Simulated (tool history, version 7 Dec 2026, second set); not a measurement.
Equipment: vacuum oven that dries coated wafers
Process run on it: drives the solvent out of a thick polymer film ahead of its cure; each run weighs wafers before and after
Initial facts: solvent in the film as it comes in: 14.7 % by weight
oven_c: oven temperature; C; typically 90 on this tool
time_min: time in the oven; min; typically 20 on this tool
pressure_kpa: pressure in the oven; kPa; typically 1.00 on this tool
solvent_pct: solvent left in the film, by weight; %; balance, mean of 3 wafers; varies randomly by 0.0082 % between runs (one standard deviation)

run	hour	oven_c	time_min	pressure_kpa	solvent_pct
1	0.0	90	20	1.00	2.321
2	34.6	90	20	1.00	2.310
3	73.3	90	20	1.00	2.295
4	107.0	98	20	1.00	1.121
5	147.7	98	20	1.00	1.111
6	177.6	98	20	1.00	1.125
7	204.3	90	20	2.77	2.671
8	246.3	90	20	1.00	2.274
9	280.1	90	20	1.00	2.281
10	304.8	87	20	1.00	2.846
11	342.5	87	20	1.00	2.855
12	387.4	87	20	1.00	2.829
13	416.8	102	24	0.62	0.420
14	441.3	100	34	0.54	0.240
15	480.6	87	33	2.41	1.625
16	506.6	89	33	1.95	1.255
17	536.3	88	13	1.85	4.524
18	578.9	88	13	1.85	4.517
19	606.6	99	20	1.00	0.988
20	629.5	95	13	1.17	2.951
21	657.5	95	13	1.17	2.941
22	704.8	95	13	1.17	2.927

Each row is a separate what-if for the run after 22, all from the same tool condition, not one after another. Results?
A	724.2	90	12	1.00	?
B	724.2	95	14	1.46	?
C	724.2	104	15	1.34	?
D	724.2	96	14	2.38	?
E	724.2	101	30	3.34	?

run	solvent_pct
A	4.258
B	2.693
C	1.123
D	2.666
E	0.727
Without the tool's hidden state the same runs would have given:
run	solvent_pct
A	4.314
B	2.737
C	1.136
D	2.710
E	0.698

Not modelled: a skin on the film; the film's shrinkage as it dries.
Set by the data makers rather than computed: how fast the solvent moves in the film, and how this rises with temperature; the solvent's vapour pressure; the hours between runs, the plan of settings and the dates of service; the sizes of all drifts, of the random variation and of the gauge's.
